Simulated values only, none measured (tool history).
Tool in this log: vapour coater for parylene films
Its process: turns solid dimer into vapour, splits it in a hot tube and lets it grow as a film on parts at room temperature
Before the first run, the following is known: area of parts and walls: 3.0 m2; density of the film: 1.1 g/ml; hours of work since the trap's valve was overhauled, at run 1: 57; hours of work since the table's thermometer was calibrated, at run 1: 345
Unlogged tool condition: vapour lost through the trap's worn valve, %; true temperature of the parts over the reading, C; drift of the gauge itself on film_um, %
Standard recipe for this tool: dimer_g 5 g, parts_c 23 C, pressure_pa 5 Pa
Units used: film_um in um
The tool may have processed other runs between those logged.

| run | day | dimer_g | parts_c | pressure_pa | hours of work since the trap's valve was overhauled | hours of work since the table's thermometer was calibrated | film_um |
|---|---|---|---|---|---|---|---|
| 1 | 0 | 5 | 23 | 5 | 57 | 345 | 1.148 |
| 2 | 0.879 | 5 | 23 | 5 | 70 | 359 | 1.153 |
| 3 | 1.821 | 5 | 23 | 5 | 85 | 373 | 1.154 |
| 4 | 2.279 | 5 | 23 | 5 | 92 | 380 | 1.15 |
| 5 | 3.221 | 5 | 23 | 5 | 106 | 395 | 1.151 |
| 6 | 3.708 | 5 | 23 | 5 | 113 | 402 | 1.155 |
| 7 | 4.45 | 5 | 23 | 5 | 125 | 413 | 1.155 |
| 8 | 5.167 | 5 | 23 | 4.54 | 136 | 424 | 1.182 |
| 9 | 5.779 | 5 | 23 | 3.79 | 145 | 434 | 1.223 |
| 10 | 6.517 | 5 | 23 | 3.79 | 156 | 445 | 1.229 |
| 11 | 7.362 | 5 | 23 | 3.79 | 169 | 458 | 1.23 |
| 12 | 7.838 | 5 | 23 | 3.79 | 176 | 465 | 1.233 |
| 13 | 8.771 | 5 | 23 | 9.74 | 191 | 479 | 1.011 |
| 14 | 9.433 | 8 | 23 | 5 | 201 | 489 | 1.86 |
| 15 | 10.375 | 8 | 23 | 5 | 215 | 504 | 1.863 |
| 16 | 11.292 | 8 | 23 | 5 | 229 | 518 | 1.866 |
| 17 | 11.808 | 8 | 23 | 5 | 237 | 526 | 1.862 |
| 18 | 12.771 | 8 | 23 | 5 | 252 | 540 | 1.862 |
| 19 | 13.546 | 8 | 23 | 5 | 263 | 552 | 1.87 |
| 20 | 14.425 | 8 | 23 | 5 | 277 | 566 | 1.877 |
| 21 | 14.904 | 8 | 23 | 5 | 284 | 573 | 1.881 |
| 22 | 15.508 | 3 | 19 | 4.06 | 293 | 582 | 0.781 |
| 23 | 16.492 | 3 | 19 | 4.06 | 308 | 597 | 0.792 |
| 24 | 17.071 | 4 | 31 | 2.45 | 317 | 606 | 0.951 |
| 25 | 17.812 | 4 | 31 | 2.45 | 329 | 617 | 0.946 |
| 26 | 18.288 | 4 | 24 | 3.53 | 336 | 624 | 1.002 |
| 27 | 18.729 | 4 | 24 | 3.53 | 342 | 631 | 1.002 |
| 28 | 19.196 | 9 | 24 | 10.54 | 350 | 638 | 1.773 |
| 29 | 19.938 | 2 | 16 | 6.12 | 361 | 650 | 0.514 |
|  | 20.275 | gauge calibrated |
| 30 | 20.725 | 2 | 33 | 3.52 | 373 | 662 | 0.412 |
| 31 | 21.317 | 2 | 20 | 4.56 | 382 | 671 | 0.493 |
| 32 | 21.771 | 2 | 20 | 6.42 | 389 | 678 | 0.46 |
| 33 | 22.396 | 5 | 32 | 5 | 398 | 687 | 0.97 |
| 34 | 22.804 | 3 | 23 | 5.67 | 405 | 693 | 0.675 |
|  | 23.379 | trap's valve overhauled |
| 35 | 23.383 | 3 | 29 | 5.67 | 0 | 700 | 0.603 |
| 36 | 23.942 | 8 | 19 | 4.14 | 9 | 708 | 2.071 |
| 37 | 24.871 | 8 | 19 | 4.14 | 23 | 722 | 2.074 |

Subtracting, for every run, the result it would have given without the tool's unlogged condition from the measured result gives the following. The same run-to-run variation enters both numbers; the gauge's scatter may not:
| run | film_um |
|---|---|
| 1 | +0 |
| 2 | +0.001 |
| 3 | +0.002 |
| 4 | +0.004 |
| 5 | +0.005 |
| 6 | +0.006 |
| 7 | +0.007 |
| 8 | +0.008 |
| 9 | +0.009 |
| 10 | +0.011 |
| 11 | +0.013 |
| 12 | +0.013 |
| 13 | +0.012 |
| 14 | +0.023 |
| 15 | +0.026 |
| 16 | +0.028 |
| 17 | +0.03 |
| 18 | +0.032 |
| 19 | +0.033 |
| 20 | +0.036 |
| 21 | +0.037 |
| 22 | +0.016 |
| 23 | +0.017 |
| 24 | +0.022 |
| 25 | +0.022 |
| 26 | +0.024 |
| 27 | +0.025 |
| 28 | +0.045 |
| 29 | +0.013 |
| 30 | -0.001 |
| 31 | +0 |
| 32 | +0.001 |
| 33 | +0.001 |
| 34 | +0.001 |
| 35 | +0.002 |
| 36 | +0.01 |
| 37 | +0.013 |

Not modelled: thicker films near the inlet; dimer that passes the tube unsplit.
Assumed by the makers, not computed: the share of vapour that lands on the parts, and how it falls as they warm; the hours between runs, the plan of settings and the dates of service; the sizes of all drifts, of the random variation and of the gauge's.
